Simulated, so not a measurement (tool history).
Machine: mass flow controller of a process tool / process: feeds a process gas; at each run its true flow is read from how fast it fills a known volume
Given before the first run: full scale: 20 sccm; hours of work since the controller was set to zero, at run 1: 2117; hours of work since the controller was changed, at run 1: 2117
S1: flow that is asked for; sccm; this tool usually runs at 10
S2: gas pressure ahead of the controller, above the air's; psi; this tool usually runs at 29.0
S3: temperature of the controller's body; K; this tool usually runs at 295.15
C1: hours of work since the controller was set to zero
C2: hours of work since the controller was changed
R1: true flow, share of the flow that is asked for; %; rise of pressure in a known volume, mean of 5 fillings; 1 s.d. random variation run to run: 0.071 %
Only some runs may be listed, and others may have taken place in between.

run,hour,S1,S2,S3,C1,C2,R1
1,0.0,10,29.0,295.15,2117,2117,101.16
2,485.3,10,29.0,295.15,2324,2324,101.35
3,966.0,10,29.0,295.15,2530,2530,101.47
4,1535.9,10,29.0,295.15,2774,2774,101.44
5,2044.6,10,33.9,295.15,2992,2992,101.37
6,2605.5,10,33.9,311.15,3232,3232,100.01
7,3132.7,10,33.9,311.15,3458,3458,99.96
8,3659.9,10,33.9,311.15,3684,3684,100.08
9,4053.4,15,29.0,295.15,3852,3852,101.86
10,4422.7,15,29.0,295.15,4010,4010,101.86
11,4887.4,15,29.0,295.15,4209,4209,102.03
12,5252.3,15,29.0,295.15,4365,4365,102.00
13,5591.3,15,29.0,295.15,4510,4510,102.16
14,5961.1,15,29.6,295.15,4669,4669,102.18
15,6455.0,10,29.0,295.15,4880,4880,102.49
16,6919.4,10,22.3,295.15,5079,5079,102.86
17,7267.6,10,22.3,295.15,5228,5228,103.01
18,7760.7,10,29.0,301.15,5439,5439,102.05
19,8323.7,10,29.0,301.15,5680,5680,102.21
20,8617.4,10,29.0,301.15,5806,5806,102.25
21,9134.2,10,29.0,301.15,6027,6027,102.38
22,9670.3,10,29.0,301.15,6257,6257,102.52
# hour 10064.3: controller exchanged for a calibrated one
23,10234.0,10,29.0,301.15,73,73,99.02
24,10777.0,5,28.3,306.15,305,305,98.65
25,11310.3,5,25.2,295.15,533,533,100.20
26,11657.1,2,31.0,310.15,682,682,98.70
27,11909.1,2,31.0,310.15,790,790,98.93
28,12154.5,2,31.0,310.15,895,895,99.02
29,12393.5,2,26.7,297.15,997,997,100.62
30,12937.8,12,29.6,296.15,1230,1230,100.23
31,13268.5,10,31.5,299.15,1372,1372,99.84
32,13618.0,10,35.2,294.15,1521,1521,100.33
33,14011.5,10,35.2,306.15,1690,1690,99.12
34,14591.2,4,29.0,295.15,1938,1938,100.94
35,14908.9,10,39.5,295.15,2074,2074,100.26
36,15337.8,10,39.5,295.15,2258,2258,100.46
37,15591.6,20,39.0,311.15,2366,2366,98.87
38,16031.6,5,31.2,311.15,2555,2555,99.47
39,16477.7,5,31.2,311.15,2746,2746,99.68
40,16995.0,3,21.5,313.15,2967,2967,100.33
41,17533.8,3,21.5,313.15,3198,3198,100.61
42,17927.5,3,21.5,313.15,3367,3367,100.91

Hidden condition of the tool, last listed run before each entry between runs versus first listed run after:
Runs 22 to 23: controller exchanged for a calibrated one (hour 10064.3)
  flow at rest that the sensor doesn't see, % of full scale: 0.481 -> 0.025; true flow over the shown one, %: 2.07 -> -0.42
  measured result minus the result with no hidden state, R1: +3.04 -> -0.38 %

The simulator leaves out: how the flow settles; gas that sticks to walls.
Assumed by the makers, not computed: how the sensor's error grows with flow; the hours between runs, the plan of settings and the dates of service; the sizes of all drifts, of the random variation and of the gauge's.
